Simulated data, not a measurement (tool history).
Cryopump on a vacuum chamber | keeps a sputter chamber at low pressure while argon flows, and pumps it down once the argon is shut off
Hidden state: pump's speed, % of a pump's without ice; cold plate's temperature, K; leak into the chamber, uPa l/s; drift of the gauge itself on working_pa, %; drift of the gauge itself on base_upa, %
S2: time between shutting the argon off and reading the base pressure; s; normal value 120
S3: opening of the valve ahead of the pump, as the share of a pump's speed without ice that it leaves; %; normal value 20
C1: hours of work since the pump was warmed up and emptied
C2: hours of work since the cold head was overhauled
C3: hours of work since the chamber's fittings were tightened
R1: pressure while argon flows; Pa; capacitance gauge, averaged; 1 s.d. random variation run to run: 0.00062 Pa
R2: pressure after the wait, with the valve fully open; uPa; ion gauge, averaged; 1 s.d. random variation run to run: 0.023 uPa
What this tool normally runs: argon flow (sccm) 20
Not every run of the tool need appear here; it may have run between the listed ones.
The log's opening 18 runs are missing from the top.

run 19 hour=1001.1 | argon_flow_(sccm)=10 S2=94 S3=32 | C1=56 C2=616 C3=1924 | R1=0.0547 R2=1.05
run 20 hour=1039.9 | argon_flow_(sccm)=20 S2=184 S3=21 | C1=72 C2=632 C3=1941 | R1=0.1662 R2=0.86
run 21 hour=1088.7 | argon_flow_(sccm)=9 S2=130 S3=16 | C1=93 C2=653 C3=1961 | R1=0.0984 R2=0.89
run 22 hour=1145.2 | argon_flow_(sccm)=23 S2=52 S3=39 | C1=116 C2=677 C3=1985 | R1=0.1042 R2=1.48
run 23 hour=1210.7 | argon_flow_(sccm)=23 S2=52 S3=39 | C1=144 C2=704 C3=2013 | R1=0.1042 R2=1.45
run 24 hour=1261.8 | argon_flow_(sccm)=23 S2=51 S3=59 | C1=166 C2=726 C3=2034 | R1=0.0689 R2=1.52
run 25 hour=1311.3 | argon_flow_(sccm)=34 S2=20 S3=17 | C1=186 C2=747 C3=2055 | R1=0.3500 R2=2.99
run 26 hour=1381.2 | argon_flow_(sccm)=34 S2=20 S3=17 | C1=216 C2=776 C3=2084 | R1=0.3516 R2=3.07
run 27 hour=1436.9 | argon_flow_(sccm)=20 S2=214 S3=23 | C1=239 C2=799 C3=2108 | R1=0.1535 R2=0.83
run 28 hour=1471.8 | argon_flow_(sccm)=20 S2=50 S3=16 | C1=254 C2=814 C3=2123 | R1=0.2198 R2=1.63
run 29 hour=1521.0 | argon_flow_(sccm)=11 S2=120 S3=19 | C1=275 C2=835 C3=2143 | R1=0.1018 R2=1.07
run 30 hour=1581.7 | argon_flow_(sccm)=16 S2=93 S3=43 | C1=300 C2=860 C3=2169 | R1=0.0672 R2=1.12
run 31 hour=1615.8 | argon_flow_(sccm)=16 S2=87 S3=43 | C1=315 C2=875 C3=2183 | R1=0.0674 R2=1.15
run 32 hour=1648.1 | argon_flow_(sccm)=12 S2=87 S3=21 | C1=328 C2=888 C3=2197 | R1=0.1015 R2=1.18
run 33 hour=1676.7 | argon_flow_(sccm)=20 S2=53 S3=46 | C1=340 C2=900 C3=2209 | R1=0.0792 R2=1.59
run 34 hour=1721.8 | argon_flow_(sccm)=10 S2=76 S3=46 | C1=359 C2=919 C3=2228 | R1=0.0402 R2=1.30

Here are 4 independent what-if runs from the current tool condition. What would each one return?
run A hour=1777.8 | argon_flow_(sccm)=8 S2=280 S3=16 | C1=383 C2=943 C3=2251 | R1=? R2=?
run B hour=1777.8 | argon_flow_(sccm)=38 S2=42 S3=46 | C1=383 C2=943 C3=2251 | R1=? R2=?
run C hour=1777.8 | argon_flow_(sccm)=10 S2=195 S3=46 | C1=383 C2=943 C3=2251 | R1=? R2=?
run D hour=1777.8 | argon_flow_(sccm)=12 S2=236 S3=38 | C1=383 C2=943 C3=2251 | R1=? R2=?

run=A R1=0.0890 R2=0.84
run=B R1=0.1515 R2=1.77
run=C R1=0.0402 R2=0.89
run=D R1=0.0570 R2=0.84
Had the tool no hidden state, the same runs would have come out as:
run=A R1=0.0871 R2=0.50
run=B R1=0.1425 R2=1.43
run=C R1=0.0379 R2=0.55
run=D R1=0.0542 R2=0.50

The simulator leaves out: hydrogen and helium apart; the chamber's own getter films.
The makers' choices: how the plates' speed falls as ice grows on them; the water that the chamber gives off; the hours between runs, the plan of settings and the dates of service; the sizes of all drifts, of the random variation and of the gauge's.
